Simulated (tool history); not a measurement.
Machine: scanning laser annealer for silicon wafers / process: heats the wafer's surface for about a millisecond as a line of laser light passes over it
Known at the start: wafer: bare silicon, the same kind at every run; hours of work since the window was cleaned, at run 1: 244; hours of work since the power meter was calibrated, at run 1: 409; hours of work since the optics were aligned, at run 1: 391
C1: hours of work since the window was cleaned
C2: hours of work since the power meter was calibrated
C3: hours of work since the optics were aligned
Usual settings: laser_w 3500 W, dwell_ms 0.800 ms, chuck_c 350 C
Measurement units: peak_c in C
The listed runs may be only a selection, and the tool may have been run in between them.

run 1 hour=0.0 | laser_w=3500 dwell_ms=0.800 chuck_c=350 | C1=244 C2=409 C3=391 | peak_c=1189
run 2 hour=12.8 | laser_w=3500 dwell_ms=0.800 chuck_c=355 | C1=253 C2=418 C3=400 | peak_c=1197
run 3 hour=31.6 | laser_w=3500 dwell_ms=0.800 chuck_c=355 | C1=265 C2=431 C3=412 | peak_c=1195
run 4 hour=52.6 | laser_w=3500 dwell_ms=0.800 chuck_c=355 | C1=280 C2=445 C3=427 | peak_c=1195
run 5 hour=67.5 | laser_w=3500 dwell_ms=0.800 chuck_c=355 | C1=290 C2=455 C3=437 | peak_c=1195
run 6 hour=89.3 | laser_w=3500 dwell_ms=0.800 chuck_c=355 | C1=304 C2=470 C3=451 | peak_c=1198
run 7 hour=109.2 | laser_w=3500 dwell_ms=0.800 chuck_c=355 | C1=318 C2=483 C3=465 | peak_c=1193
run 8 hour=121.4 | laser_w=3481 dwell_ms=0.800 chuck_c=350 | C1=326 C2=491 C3=473 | peak_c=1187
run 9 hour=141.9 | laser_w=3481 dwell_ms=0.800 chuck_c=350 | C1=340 C2=505 C3=487 | peak_c=1186
run 10 hour=158.7 | laser_w=3481 dwell_ms=0.779 chuck_c=350 | C1=351 C2=517 C3=498 | peak_c=1175
run 11 hour=177.3 | laser_w=3481 dwell_ms=0.779 chuck_c=350 | C1=364 C2=529 C3=511 | peak_c=1174
run 12 hour=193.5 | laser_w=3481 dwell_ms=0.779 chuck_c=350 | C1=375 C2=540 C3=522 | peak_c=1174
run 13 hour=208.8 | laser_w=3481 dwell_ms=0.779 chuck_c=350 | C1=385 C2=550 C3=532 | peak_c=1177
run 14 hour=230.1 | laser_w=3500 dwell_ms=0.947 chuck_c=345 | C1=400 C2=565 C3=547 | peak_c=1260
run 15 hour=245.9 | laser_w=3342 dwell_ms=0.800 chuck_c=315 | C1=410 C2=576 C3=557 | peak_c=1112
run 16 hour=268.0 | laser_w=3500 dwell_ms=0.619 chuck_c=387 | C1=425 C2=591 C3=572 | peak_c=1127
run 17 hour=286.9 | laser_w=3678 dwell_ms=0.881 chuck_c=388 | C1=438 C2=603 C3=585 | peak_c=1317
run 18 hour=302.5 | laser_w=3678 dwell_ms=0.881 chuck_c=388 | C1=449 C2=614 C3=596 | peak_c=1316
run 19 hour=315.7 | laser_w=3678 dwell_ms=0.881 chuck_c=329 | C1=458 C2=623 C3=604 | peak_c=1259
run 20 hour=334.4 | laser_w=3678 dwell_ms=0.881 chuck_c=329 | C1=470 C2=635 C3=617 | peak_c=1261

Forecast run 21:
run 21 hour=357.5 | laser_w=3310 dwell_ms=0.800 chuck_c=368 | C1=486 C2=651 C3=633 | peak_c=?

{"run 21": {"peak_c": 1158}}
On a tool with no hidden condition, and with the same random variation, this run would have come out at peak_c 1159 C.

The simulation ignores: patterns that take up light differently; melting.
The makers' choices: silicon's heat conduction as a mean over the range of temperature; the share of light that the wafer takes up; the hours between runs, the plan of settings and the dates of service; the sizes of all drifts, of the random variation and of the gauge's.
